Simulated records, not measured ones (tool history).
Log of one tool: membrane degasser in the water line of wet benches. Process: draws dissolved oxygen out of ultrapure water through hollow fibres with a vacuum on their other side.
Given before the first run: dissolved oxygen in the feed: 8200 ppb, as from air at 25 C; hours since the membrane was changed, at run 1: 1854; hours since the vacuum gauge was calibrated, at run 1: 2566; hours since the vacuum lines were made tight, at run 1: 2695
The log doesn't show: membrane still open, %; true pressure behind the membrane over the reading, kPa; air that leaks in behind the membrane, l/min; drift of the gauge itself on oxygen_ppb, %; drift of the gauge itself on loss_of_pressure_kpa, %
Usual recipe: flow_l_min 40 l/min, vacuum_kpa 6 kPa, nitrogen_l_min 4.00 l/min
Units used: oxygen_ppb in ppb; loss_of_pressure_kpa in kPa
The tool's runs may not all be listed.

run	day	flow_l_min	vacuum_kpa	nitrogen_l_min	hours since the membrane was changed	hours since the vacuum gauge was calibrated	hours since the vacuum lines were made tight	oxygen_ppb	loss_of_pressure_kpa
1	0.000	40	6	4.00	1854	2566	2695	78.7	65.81
2	2.017	40	6	4.00	1903	2615	2743	77.8	66.13
3	5.058	40	6	1.93	1976	2688	2816	139.3	65.86
4	6.475	40	6	9.33	2010	2722	2850	41.7	65.69
5	9.333	40	6	6.94	2078	2790	2918	50.5	65.74
6	11.550	40	6	6.94	2131	2844	2972	50.9	65.75
7	13.404	29	6	4.00	2176	2888	3016	52.9	48.17
8	15.942	29	6	4.00	2237	2949	3077	53.4	47.61
9	18.233	29	6	4.00	2292	3004	3132	52.7	47.77
10	21.242	29	6	4.00	2364	3076	3204	54.2	47.30
# day 21.675: vacuum gauge calibrated
11	24.021	37	6	4.00	2430	56	3271	72.6	60.68
12	26.350	37	6	1.67	2486	112	3326	141.4	60.92
13	28.417	40	6	4.00	2536	162	3376	78.4	65.90
14	30.617	40	6	2.38	2588	215	3429	116.5	65.90
15	33.692	40	6	2.38	2662	288	3503	117.4	65.77
16	35.254	40	6	2.38	2700	326	3540	120.7	65.70
17	37.150	34	6	3.98	2745	371	3586	63.5	56.17
18	38.658	34	6	3.98	2781	408	3622	65.1	55.53
19	40.604	34	6	3.98	2828	454	3669	64.2	56.13

The next listed run, before its measurement:
20	43.721	55	6	3.98	2903	529	3743	?	?

{"run 20": {"oxygen_ppb": 119.0, "loss_of_pressure_kpa": 90.11}}
With no hidden state in the tool, this same run would have given oxygen_ppb 118.9 ppb, loss_of_pressure_kpa 90.07 kPa.

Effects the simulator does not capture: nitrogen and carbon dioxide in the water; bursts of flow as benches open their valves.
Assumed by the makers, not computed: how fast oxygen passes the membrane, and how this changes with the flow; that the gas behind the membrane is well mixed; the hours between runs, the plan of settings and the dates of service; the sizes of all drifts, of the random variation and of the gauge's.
